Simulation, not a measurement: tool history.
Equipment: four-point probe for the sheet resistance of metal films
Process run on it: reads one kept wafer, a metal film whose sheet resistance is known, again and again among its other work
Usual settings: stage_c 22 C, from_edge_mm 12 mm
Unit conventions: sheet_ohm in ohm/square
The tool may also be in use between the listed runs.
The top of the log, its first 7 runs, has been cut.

run   hour  stage_c  from_edge_mm  sheet_ohm
  8  177.6       29            12   1.799371
  9  197.2       29            12   1.799008
 10  230.6       22            12   1.808046
 11    252       22            12   1.807355
 12  282.8       22            12   1.807533
 13  305.2       22            12   1.807472
 14  323.5       22            12   1.808514
 15  351.7       22            12    1.80826
 16  369.4       30            12   1.798518
 17  384.5       30            12   1.799292
 18  412.1       22             4   1.822603
 19  427.9       32             4   1.809904
 20  462.7       22            14   1.808238
 21  478.8       24            29   1.805148
 22  507.1       21            18   1.809545
     531.7  -- stage's thermometer calibrated
 23  537.4       25             5   1.811229
 24  559.5       28             7   1.802899
 25  588.8       28            18   1.798387
 26  623.8       19             4   1.824293
 27  653.9       19             4   1.824997
 28    673       27             7   1.804048
 29  690.9       22            11   1.807183
 30  711.8       28            28   1.799133

Forecast each of these 5 alternatives for the next run:
  A  735.8       28            16          ?
  B  735.8       22             4          ?
  C  735.8       24            28          ?
  D  735.8       23            37          ?
  E  735.8       30            23          ?

run  sheet_ohm
  A   1.799492
  B   1.821256
  C   1.803558
  D   1.805367
  E   1.796569
What these runs would have given with no unlogged condition in the tool:
run  sheet_ohm
  A   1.796955
  B   1.818684
  C   1.801011
  D   1.802817
  E   1.794038

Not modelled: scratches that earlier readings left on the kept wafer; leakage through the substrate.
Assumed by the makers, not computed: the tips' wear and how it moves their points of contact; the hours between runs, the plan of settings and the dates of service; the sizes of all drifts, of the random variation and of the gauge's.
